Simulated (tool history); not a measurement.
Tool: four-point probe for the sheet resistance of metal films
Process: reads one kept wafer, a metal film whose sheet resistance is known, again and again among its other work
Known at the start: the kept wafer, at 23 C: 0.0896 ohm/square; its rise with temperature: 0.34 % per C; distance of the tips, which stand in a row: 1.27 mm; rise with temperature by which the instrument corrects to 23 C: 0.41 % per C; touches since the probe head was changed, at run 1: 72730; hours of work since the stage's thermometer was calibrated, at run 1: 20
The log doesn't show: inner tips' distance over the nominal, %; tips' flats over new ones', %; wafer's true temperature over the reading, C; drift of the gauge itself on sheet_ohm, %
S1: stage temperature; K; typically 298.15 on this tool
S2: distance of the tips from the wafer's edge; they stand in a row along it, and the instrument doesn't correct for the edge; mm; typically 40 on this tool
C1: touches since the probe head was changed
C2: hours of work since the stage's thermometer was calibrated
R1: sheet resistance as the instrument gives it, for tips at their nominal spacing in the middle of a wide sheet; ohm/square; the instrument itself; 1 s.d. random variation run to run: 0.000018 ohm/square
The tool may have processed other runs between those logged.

| run | hour | S1 | S2 | C1 | C2 | R1 |
|---|---|---|---|---|---|---|
| 1 | 0 | 298.15 | 40 | 72730 | 20 | 0.08892 |
| 2 | 113.2 | 298.15 | 40 | 75171 | 88 | 0.08889 |
| 3 | 205.5 | 298.15 | 40 | 77162 | 144 | 0.088851 |
| 4 | 274.8 | 298.15 | 40 | 78654 | 186 | 0.088858 |
| 5 | 364 | 298.15 | 40 | 80579 | 240 | 0.088811 |
| 6 | 461.2 | 298.15 | 40 | 82676 | 299 | 0.088785 |
| 7 | 556.3 | 298.15 | 40 | 84725 | 357 | 0.088761 |
| 8 | 662.2 | 292.15 | 40 | 87009 | 421 | 0.08916 |
| 9 | 740.8 | 298.15 | 40 | 88705 | 468 | 0.088742 |
| 10 | 809.6 | 298.15 | 40 | 90189 | 510 | 0.088716 |
| 11 | 885.1 | 298.15 | 40 | 91816 | 556 | 0.08869 |
| 12 | 936.8 | 298.15 | 40 | 92931 | 587 | 0.088708 |
| 13 | 1040.2 | 295.15 | 40 | 95162 | 649 | 0.088848 |
| 14 | 1093.3 | 298.15 | 26 | 96306 | 682 | 0.088691 |
| 15 | 1153.6 | 298.15 | 40 | 97607 | 718 | 0.088635 |
| 16 | 1234.5 | 298.15 | 21 | 99351 | 767 | 0.088758 |
| 17 | 1299.5 | 298.15 | 21 | 100753 | 806 | 0.088749 |
| 18 | 1359.5 | 298.15 | 21 | 102047 | 843 | 0.088738 |
| 19 | 1467.4 | 298.15 | 40 | 104373 | 908 | 0.088577 |
| 20 | 1562.6 | 298.15 | 40 | 106427 | 966 | 0.088523 |
| 21 | 1668.7 | 298.15 | 40 | 108714 | 1030 | 0.088524 |
| 22 | 1772.9 | 298.15 | 38 | 110961 | 1093 | 0.088527 |
| 23 | 1852.3 | 306.15 | 16 | 112673 | 1141 | 0.088217 |
| 24 | 1905.1 | 306.15 | 16 | 113812 | 1173 | 0.088221 |
| 25 | 2020.6 | 306.15 | 16 | 116303 | 1243 | 0.088206 |
| 26 | 2072.2 | 306.15 | 16 | 117417 | 1274 | 0.088173 |
|  | 2187.8 | stage's thermometer calibrated |
| 27 | 2187.8 | 293.15 | 40 | 119898 | 0 | 0.088664 |
| 28 | 2242.8 | 293.15 | 40 | 121083 | 33 | 0.088707 |
|  | 2321.7 | new probe head fitted |
| 29 | 2362.4 | 308.15 | 24 | 878 | 105 | 0.089259 |
| 30 | 2413.7 | 293.15 | 40 | 1984 | 136 | 0.090132 |
| 31 | 2489.4 | 293.15 | 40 | 3618 | 182 | 0.090117 |
| 32 | 2604 | 293.15 | 40 | 6088 | 251 | 0.090089 |
| 33 | 2687 | 291.15 | 3 | 7878 | 301 | 0.098058 |
| 34 | 2742.3 | 291.15 | 3 | 9070 | 335 | 0.098017 |
| 35 | 2803 | 305.15 | 29 | 10379 | 372 | 0.089296 |
| 36 | 2913.7 | 303.15 | 26 | 12767 | 439 | 0.089406 |
| 37 | 2993.9 | 303.15 | 26 | 14496 | 487 | 0.089389 |
| 38 | 3065.5 | 297.15 | 69 | 16040 | 531 | 0.089702 |
| 39 | 3123.6 | 297.15 | 69 | 17294 | 566 | 0.089675 |
| 40 | 3229.3 | 298.15 | 32 | 19573 | 630 | 0.089671 |
| 41 | 3306.2 | 305.15 | 11 | 21232 | 676 | 0.089729 |
| 42 | 3385.4 | 293.15 | 20 | 22939 | 724 | 0.090086 |
| 43 | 3475 | 295.15 | 20 | 24871 | 778 | 0.089911 |
| 44 | 3575.1 | 295.15 | 51 | 27029 | 839 | 0.089703 |

What differs in the tool's unlogged condition from the final listed run ahead of each entry between runs to the first listed run following it?
From run 26 to run 27: stage's thermometer calibrated (hour 2187.8)
  inner tips' distance over the nominal, %: -1.151 -> -1.18; tips' flats over new ones', %: 129 -> 132; wafer's true temperature over the reading, C: 0.1 -> -0.02
  the result without the hidden state subtracted from the measured one, R1: -0.001081 -> -0.001153 ohm/square
From run 28 to run 29: new probe head fitted (hour 2321.7)
  inner tips' distance over the nominal, %: -1.194 -> 0.316; tips' flats over new ones', %: 133 -> 1; wafer's true temperature over the reading, C: -0.02 -> -0.01
  the result without the hidden state subtracted from the measured one, R1: -0.001165 -> +0.0003 ohm/square
